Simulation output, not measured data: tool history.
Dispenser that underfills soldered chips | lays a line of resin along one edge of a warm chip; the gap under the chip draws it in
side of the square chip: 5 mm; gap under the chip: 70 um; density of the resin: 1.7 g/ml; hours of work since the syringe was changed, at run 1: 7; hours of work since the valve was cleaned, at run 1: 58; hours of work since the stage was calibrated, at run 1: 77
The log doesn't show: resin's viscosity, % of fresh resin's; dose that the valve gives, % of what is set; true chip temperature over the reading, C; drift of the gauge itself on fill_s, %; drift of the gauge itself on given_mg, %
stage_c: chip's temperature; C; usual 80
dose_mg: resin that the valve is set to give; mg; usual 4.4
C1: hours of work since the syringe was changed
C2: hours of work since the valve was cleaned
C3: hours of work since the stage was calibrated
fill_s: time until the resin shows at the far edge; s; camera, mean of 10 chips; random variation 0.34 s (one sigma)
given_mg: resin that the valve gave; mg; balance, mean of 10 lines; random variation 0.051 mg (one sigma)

{"run": 1, "hour": 0.0, "stage_c": 80, "dose_mg": 4.4, "C1": 7, "C2": 58, "C3": 77, "fill_s": 22.3, "given_mg": 4.12}
{"hour": 6.1, "done": "new syringe of resin"}
{"run": 2, "hour": 6.1, "stage_c": 95, "dose_mg": 4.4, "C1": 0, "C2": 62, "C3": 81, "fill_s": 10.8, "given_mg": 4.14}
{"run": 3, "hour": 10.6, "stage_c": 94, "dose_mg": 4.4, "C1": 3, "C2": 65, "C3": 84, "fill_s": 12.2, "given_mg": 4.2}
{"run": 4, "hour": 16.0, "stage_c": 94, "dose_mg": 4.4, "C1": 7, "C2": 68, "C3": 88, "fill_s": 14.3, "given_mg": 4.1}
{"run": 5, "hour": 20.5, "stage_c": 80, "dose_mg": 4.4, "C1": 10, "C2": 71, "C3": 91, "fill_s": 24.5, "given_mg": 4.08}
{"hour": 22.2, "done": "new syringe of resin"}
{"run": 6, "hour": 25.9, "stage_c": 80, "dose_mg": 4.4, "C1": 3, "C2": 75, "C3": 95, "fill_s": 19.4, "given_mg": 4.11}
{"run": 7, "hour": 32.7, "stage_c": 87, "dose_mg": 4.41, "C1": 7, "C2": 80, "C3": 99, "fill_s": 17.7, "given_mg": 4.06}
{"hour": 37.4, "done": "dispensing valve cleaned and set on the balance"}
{"run": 8, "hour": 38.1, "stage_c": 87, "dose_mg": 4.41, "C1": 10, "C2": 1, "C3": 102, "fill_s": 19.7, "given_mg": 4.4}
{"hour": 39.2, "done": "new syringe of resin"}
{"run": 9, "hour": 42.2, "stage_c": 86, "dose_mg": 3.83, "C1": 2, "C2": 3, "C3": 105, "fill_s": 16, "given_mg": 3.86}
{"run": 10, "hour": 46.8, "stage_c": 86, "dose_mg": 3.83, "C1": 5, "C2": 6, "C3": 108, "fill_s": 17.1, "given_mg": 3.9}
{"run": 11, "hour": 53.3, "stage_c": 70, "dose_mg": 4.33, "C1": 10, "C2": 11, "C3": 113, "fill_s": 32.6, "given_mg": 4.17}
{"hour": 55.2, "done": "new syringe of resin"}
{"run": 12, "hour": 58.4, "stage_c": 88, "dose_mg": 4.27, "C1": 2, "C2": 14, "C3": 116, "fill_s": 14.3, "given_mg": 4.13}

5 ways to go on from here, each from the tool as it stands after run 12. What would each give?
{"run": "A", "hour": 61.7, "stage_c": 94, "dose_mg": 3.75, "C1": 4, "C2": 16, "C3": 118, "fill_s": "?", "given_mg": "?"}
{"run": "B", "hour": 61.7, "stage_c": 88, "dose_mg": 3.95, "C1": 4, "C2": 16, "C3": 118, "fill_s": "?", "given_mg": "?"}
{"run": "C", "hour": 61.7, "stage_c": 93, "dose_mg": 5.51, "C1": 4, "C2": 16, "C3": 118, "fill_s": "?", "given_mg": "?"}
{"run": "D", "hour": 61.7, "stage_c": 80, "dose_mg": 4.68, "C1": 4, "C2": 16, "C3": 118, "fill_s": "?", "given_mg": "?"}
{"run": "E", "hour": 61.7, "stage_c": 69, "dose_mg": 4.26, "C1": 4, "C2": 16, "C3": 118, "fill_s": "?", "given_mg": "?"}

run=A fill_s=13.7 given_mg=3.7
run=B fill_s=15.6 given_mg=3.87
run=C fill_s=12.9 given_mg=5.35
run=D fill_s=19.3 given_mg=4.58
run=E fill_s=28 given_mg=4.18
Without the tool's hidden state the same runs would have given:
run=A fill_s=11.8 given_mg=3.76
run=B fill_s=13.4 given_mg=3.93
run=C fill_s=11.2 given_mg=5.43
run=D fill_s=16.7 given_mg=4.65
run=E fill_s=24.3 given_mg=4.24

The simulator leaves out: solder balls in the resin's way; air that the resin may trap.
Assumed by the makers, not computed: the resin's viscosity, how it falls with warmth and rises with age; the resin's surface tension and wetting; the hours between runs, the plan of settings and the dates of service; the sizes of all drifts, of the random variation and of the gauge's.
